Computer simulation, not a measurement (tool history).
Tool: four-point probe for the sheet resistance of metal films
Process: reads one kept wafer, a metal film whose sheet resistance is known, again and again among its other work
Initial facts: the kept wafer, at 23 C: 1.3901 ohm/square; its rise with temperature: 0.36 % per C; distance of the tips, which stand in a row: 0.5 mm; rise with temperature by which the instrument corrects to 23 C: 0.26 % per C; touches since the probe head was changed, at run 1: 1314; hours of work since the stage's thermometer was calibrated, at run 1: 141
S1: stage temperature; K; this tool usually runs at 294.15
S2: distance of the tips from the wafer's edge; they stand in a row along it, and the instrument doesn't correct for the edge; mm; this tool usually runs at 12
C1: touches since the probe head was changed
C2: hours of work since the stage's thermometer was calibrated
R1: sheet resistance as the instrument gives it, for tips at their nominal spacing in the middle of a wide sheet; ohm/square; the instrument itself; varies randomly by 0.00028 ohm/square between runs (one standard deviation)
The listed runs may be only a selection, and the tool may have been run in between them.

| run | day | S1 | S2 | C1 | C2 | R1 |
|---|---|---|---|---|---|---|
| 1 | 0.000 | 294.15 | 12 | 1314 | 141 | 1.383839 |
| 2 | 1.383 | 294.15 | 28 | 2688 | 160 | 1.382912 |
| 3 | 2.383 | 294.15 | 28 | 3686 | 174 | 1.382958 |
| 4 | 3.542 | 294.15 | 28 | 4836 | 190 | 1.382643 |
| 5 | 4.442 | 305.15 | 28 | 5729 | 202 | 1.398214 |
| 6 | 5.775 | 305.15 | 28 | 7056 | 221 | 1.398190 |
| 7 | 7.008 | 305.15 | 28 | 8284 | 238 | 1.398520 |
| 8 | 7.883 | 305.15 | 28 | 9152 | 250 | 1.398326 |
| 9 | 9.412 | 305.15 | 28 | 10675 | 271 | 1.398125 |
| 10 | 10.833 | 293.15 | 34 | 12088 | 291 | 1.381045 |
| 11 | 11.571 | 293.15 | 34 | 12821 | 301 | 1.381563 |
| 12 | 12.579 | 293.15 | 34 | 13821 | 315 | 1.380995 |
| 13 | 13.317 | 305.15 | 32 | 14555 | 325 | 1.398091 |
| 14 | 14.258 | 305.15 | 32 | 15492 | 338 | 1.397947 |

Each row is a separate what-if for the run after 14, all from the same tool condition, not one after another. Results?
| A | 15.058 | 298.15 | 32 | 16285 | 350 | ? |
| B | 15.058 | 305.15 | 32 | 16285 | 350 | ? |
| C | 15.058 | 294.15 | 17 | 16285 | 350 | ? |
| D | 15.058 | 299.15 | 9 | 16285 | 350 | ? |

| run | R1 |
|---|---|
| A | 1.388198 |
| B | 1.397584 |
| C | 1.382995 |
| D | 1.391308 |
With the hidden condition removed and each run's random variation left untouched, the same runs would have given:
| run | R1 |
|---|---|
| A | 1.393088 |
| B | 1.402505 |
| C | 1.387868 |
| D | 1.396208 |
